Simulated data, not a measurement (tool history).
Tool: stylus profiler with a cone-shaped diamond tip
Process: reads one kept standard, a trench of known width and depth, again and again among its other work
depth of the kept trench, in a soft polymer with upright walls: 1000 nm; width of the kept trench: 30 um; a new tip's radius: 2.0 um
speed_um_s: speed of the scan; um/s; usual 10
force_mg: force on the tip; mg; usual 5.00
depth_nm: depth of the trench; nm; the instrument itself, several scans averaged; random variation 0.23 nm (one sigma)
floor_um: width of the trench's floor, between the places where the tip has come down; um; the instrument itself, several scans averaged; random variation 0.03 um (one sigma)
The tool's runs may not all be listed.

run	hour	speed_um_s	force_mg	depth_nm	floor_um
1	0.0	10	5.00	1027.24	23.17
2	71.9	10	5.00	1026.76	23.10
3	183.2	22	5.00	1027.53	22.94
# hour 238.2: new tip fitted, height scale calibrated
4	247.2	22	5.00	1023.33	26.47
5	343.9	22	5.00	1023.30	26.23
6	463.1	22	5.00	1023.65	25.98
7	519.7	10	5.00	1024.11	25.86
8	627.2	34	5.00	1023.81	25.59
9	732.4	34	5.00	1023.85	25.42
10	789.6	34	5.00	1024.28	25.34
11	848.8	10	5.28	1024.96	25.31
12	906.7	10	5.00	1024.23	25.18
13	963.2	10	5.00	1024.43	25.12
14	1016.6	10	2.13	1014.89	25.01
15	1124.4	10	5.00	1025.22	24.93
16	1184.5	20	5.00	1025.04	24.73
17	1246.5	30	5.00	1024.85	24.69
18	1373.2	7	5.79	1027.82	24.52
# hour 1384.5: height scale calibrated on a step standard
19	1503.0	22	4.37	1024.46	24.27
20	1609.4	34	10.06	1040.72	24.19
21	1691.9	22	10.06	1040.94	24.05
22	1801.7	22	10.06	1040.83	23.91
23	1919.2	22	4.94	1027.41	23.72
# hour 1939.2: height scale calibrated on a step standard, once more
24	2047.3	19	11.60	1040.70	23.57
25	2155.9	6	4.52	1021.90	23.49
26	2285.6	6	4.52	1022.30	23.35
27	2386.4	3	8.31	1032.81	23.23
28	2499.1	6	10.25	1037.83	23.10
29	2583.7	3	8.97	1034.78	22.95
# hour 2603.2: new tip fitted, height scale calibrated
30	2664.2	3	8.97	1034.56	26.46
31	2771.2	3	8.97	1034.12	26.26
32	2842.7	3	2.80	1016.40	26.05
33	2924.0	8	3.81	1019.70	25.87

Forecast each of these 3 alternatives for the next run:
A	3006.5	2	1.86	?	?
B	3006.5	8	9.92	?	?
C	3006.5	11	5.00	?	?

run	depth_nm	floor_um
A	1012.88	25.75
B	1037.48	25.78
C	1023.93	25.75
Without the tool's hidden state the same runs would have given:
run	depth_nm	floor_um
A	1011.96	26.51
B	1036.54	26.55
C	1023.00	26.51
